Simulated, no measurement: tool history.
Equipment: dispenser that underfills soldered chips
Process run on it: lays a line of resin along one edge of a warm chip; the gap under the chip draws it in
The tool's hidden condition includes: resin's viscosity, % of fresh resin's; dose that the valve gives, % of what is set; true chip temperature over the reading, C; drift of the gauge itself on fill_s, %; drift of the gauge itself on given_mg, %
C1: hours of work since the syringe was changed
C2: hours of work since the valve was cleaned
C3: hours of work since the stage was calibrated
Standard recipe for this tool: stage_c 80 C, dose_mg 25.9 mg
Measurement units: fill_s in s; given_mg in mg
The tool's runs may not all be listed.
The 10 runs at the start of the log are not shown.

At hour 123.2: new syringe of resin.
Run 11, hour 129.2: usual settings but stage_c 86 C; C1 4; C2 24; C3 240. Result: fill_s 49.2 s, given_mg 25.44 mg.
At hour 138.1: new syringe of resin.
Run 12, hour 138.1: usual settings but stage_c 65 C; C1 0; C2 30; C3 246. Result: fill_s 81.8 s, given_mg 25.14 mg.
Run 13, hour 151.5: usual settings but stage_c 65 C, dose_mg 25.2 mg; C1 9; C2 39; C3 255. Result: fill_s 137.1 s, given_mg 24.24 mg.
At hour 152.6: new syringe of resin.
At hour 159.8: dispensing valve cleaned and set on the balance.
Run 14, hour 161.2: usual settings but stage_c 65 C, dose_mg 25.2 mg; C1 5; C2 1; C3 261. Result: fill_s 111.2 s, given_mg 25.04 mg.
At hour 168.2: new syringe of resin.
Run 15, hour 168.2: usual settings but stage_c 65 C, dose_mg 25.2 mg; C1 0; C2 5; C3 266. Result: fill_s 86.1 s, given_mg 25.09 mg.
At hour 182.4: new syringe of resin.
Run 16, hour 182.4: usual settings but dose_mg 30.8 mg; C1 0; C2 15; C3 275. Result: fill_s 48.2 s, given_mg 30.31 mg.
At hour 196.9: new syringe of resin.
Run 17, hour 198.9: usual settings but dose_mg 30.8 mg; C1 1; C2 26; C3 286. Result: fill_s 51.6 s, given_mg 29.93 mg.
Run 18, hour 210.5: usual settings but dose_mg 30.8 mg; C1 9; C2 34; C3 294. Result: fill_s 78.5 s, given_mg 29.78 mg.
At hour 211.4: new syringe of resin.
At hour 225.9: new syringe of resin.
At hour 226.9: dispensing valve cleaned and set on the balance.
Run 19, hour 227.4: usual settings but dose_mg 30.8 mg; C1 0; C2 0; C3 305. Result: fill_s 49.0 s, given_mg 30.76 mg.
Run 20, hour 239.0: usual settings but dose_mg 30.8 mg; C1 8; C2 8; C3 313. Result: fill_s 75.3 s, given_mg 30.52 mg.
At hour 241.5: new syringe of resin.
Run 21, hour 250.3: usual settings but stage_c 87 C, dose_mg 24.8 mg; C1 6; C2 16; C3 320. Result: fill_s 52.9 s, given_mg 24.37 mg.
At hour 255.9: new syringe of resin.
Run 22, hour 262.7: usual settings but stage_c 87 C, dose_mg 24.8 mg; C1 5; C2 24; C3 329. Result: fill_s 49.1 s, given_mg 24.25 mg.
At hour 270.7: new syringe of resin.
Run 23, hour 271.0: usual settings but stage_c 65 C, dose_mg 24.4 mg; C1 0; C2 30; C3 334. Result: fill_s 86.6 s, given_mg 23.67 mg.
Run 24, hour 284.6: usual settings but stage_c 86 C; C1 10; C2 39; C3 343. Result: fill_s 66.1 s, given_mg 24.90 mg.
At hour 286.4: new syringe of resin.
At hour 294.6: dispensing valve cleaned and set on the balance.
Run 25, hour 299.1: usual settings but stage_c 69 C, dose_mg 27.3 mg; C1 8; C2 3; C3 352. Result: fill_s 111.7 s, given_mg 27.15 mg.
At hour 301.8: new syringe of resin.
Run 26, hour 312.9: usual settings but stage_c 65 C, dose_mg 22.9 mg; C1 8; C2 12; C3 362. Result: fill_s 127.0 s, given_mg 22.55 mg.
At hour 316.8: new syringe of resin.
Run 27, hour 323.2: usual settings but stage_c 71 C, dose_mg 29.2 mg; C1 4; C2 19; C3 368. Result: fill_s 82.8 s, given_mg 28.50 mg.
At hour 331.2: new syringe of resin.
Run 28, hour 336.9: usual settings but stage_c 79 C, dose_mg 30.0 mg; C1 4; C2 28; C3 378. Result: fill_s 61.6 s, given_mg 29.09 mg.
At hour 345.9: new syringe of resin.
Run 29, hour 350.2: usual settings but stage_c 72 C, dose_mg 22.4 mg; C1 3; C2 37; C3 387. Result: fill_s 78.8 s, given_mg 21.51 mg.
Run 30, hour 357.8: usual settings but stage_c 74 C; C1 8; C2 42; C3 392. Result: fill_s 93.4 s, given_mg 24.77 mg.
At hour 360.2: new syringe of resin.
At hour 362.0: dispensing valve cleaned and set on the balance.
Run 31, hour 373.6: usual settings but stage_c 73 C, dose_mg 30.2 mg; C1 8; C2 8; C3 402. Result: fill_s 98.0 s, given_mg 29.94 mg.
At hour 376.5: new syringe of resin.
Run 32, hour 381.3: usual settings but stage_c 91 C, dose_mg 30.2 mg; C1 3; C2 13; C3 407. Result: fill_s 39.8 s, given_mg 29.82 mg.
Run 33, hour 388.5: usual settings but stage_c 93 C, dose_mg 29.7 mg; C1 8; C2 18; C3 412. Result: fill_s 46.9 s, given_mg 29.28 mg.
At hour 391.6: new syringe of resin.
Run 34, hour 399.8: usual settings but stage_c 93 C, dose_mg 28.2 mg; C1 6; C2 25; C3 419. Result: fill_s 40.5 s, given_mg 27.48 mg.

Alternative continuations, all from the tool just after run 34; predict every row:
At hour 406.4: new syringe of resin.
Run A, hour 412.9: usual settings but stage_c 69 C, dose_mg 29.1 mg; C1 4; C2 34; C3 428. Result: fill_s ?, given_mg ?.
At hour 406.4: new syringe of resin.
Run B, hour 412.9: usual settings but stage_c 87 C; C1 4; C2 34; C3 428. Result: fill_s ?, given_mg ?.
At hour 406.4: new syringe of resin.
Run C, hour 412.9: usual settings but stage_c 84 C, dose_mg 30.7 mg; C1 4; C2 34; C3 428. Result: fill_s ?, given_mg ?.
At hour 406.4: new syringe of resin.
Run D, hour 412.9: usual settings but stage_c 73 C; C1 4; C2 34; C3 428. Result: fill_s ?, given_mg ?.

run  fill_s  given_mg
  A    91.9     28.15
  B    49.2     25.11
  C    53.1     29.73
  D    79.3     25.04
The same runs, with their run-to-run variation unchanged, on a tool lacking any hidden condition would have given:
run  fill_s  given_mg
  A    68.5     29.07
  B    36.9     25.94
  C    39.8     30.71
  D    59.2     25.86
